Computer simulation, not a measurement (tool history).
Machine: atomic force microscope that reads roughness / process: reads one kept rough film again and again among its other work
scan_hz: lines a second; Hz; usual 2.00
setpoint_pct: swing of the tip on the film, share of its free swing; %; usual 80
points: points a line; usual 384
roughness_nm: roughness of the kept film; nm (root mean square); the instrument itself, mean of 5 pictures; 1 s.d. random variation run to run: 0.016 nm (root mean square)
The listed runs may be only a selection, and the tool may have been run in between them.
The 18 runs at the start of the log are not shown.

run,hour,scan_hz,setpoint_pct,points,pictures with this tip,hours of work since the height scale was calibrated,roughness_nm
19,973.3,2.35,80,384,254,710,3.081
# hour 992.0: new tip fitted
20,1008.6,0.58,65,659,13,729,4.624
21,1085.1,2.00,56,435,77,770,4.261
22,1161.1,2.00,82,384,141,811,3.380
23,1233.3,2.77,83,319,201,850,2.966
24,1303.5,2.77,83,319,259,888,2.813
# hour 1315.6: new tip fitted
25,1369.0,2.77,83,319,44,923,3.382
26,1421.5,2.77,83,319,88,952,3.214
27,1462.9,2.33,83,397,123,974,3.291
28,1530.0,3.43,71,384,179,1011,3.306
29,1607.8,3.43,71,384,243,1053,3.127
# hour 1642.3: new tip fitted
30,1663.1,3.43,71,566,17,1082,3.807
31,1740.0,2.09,87,1009,81,1124,3.350
32,1813.8,2.50,67,525,143,1164,3.697

For run 33, what comes out?
33,1856.1,2.50,67,525,178,1187,?

{"run 33": {"roughness_nm": 3.589}}
Take away the tool's hidden state, keep the run-to-run variation as it was, and the same run would have given roughness_nm 4.256 nm (root mean square).

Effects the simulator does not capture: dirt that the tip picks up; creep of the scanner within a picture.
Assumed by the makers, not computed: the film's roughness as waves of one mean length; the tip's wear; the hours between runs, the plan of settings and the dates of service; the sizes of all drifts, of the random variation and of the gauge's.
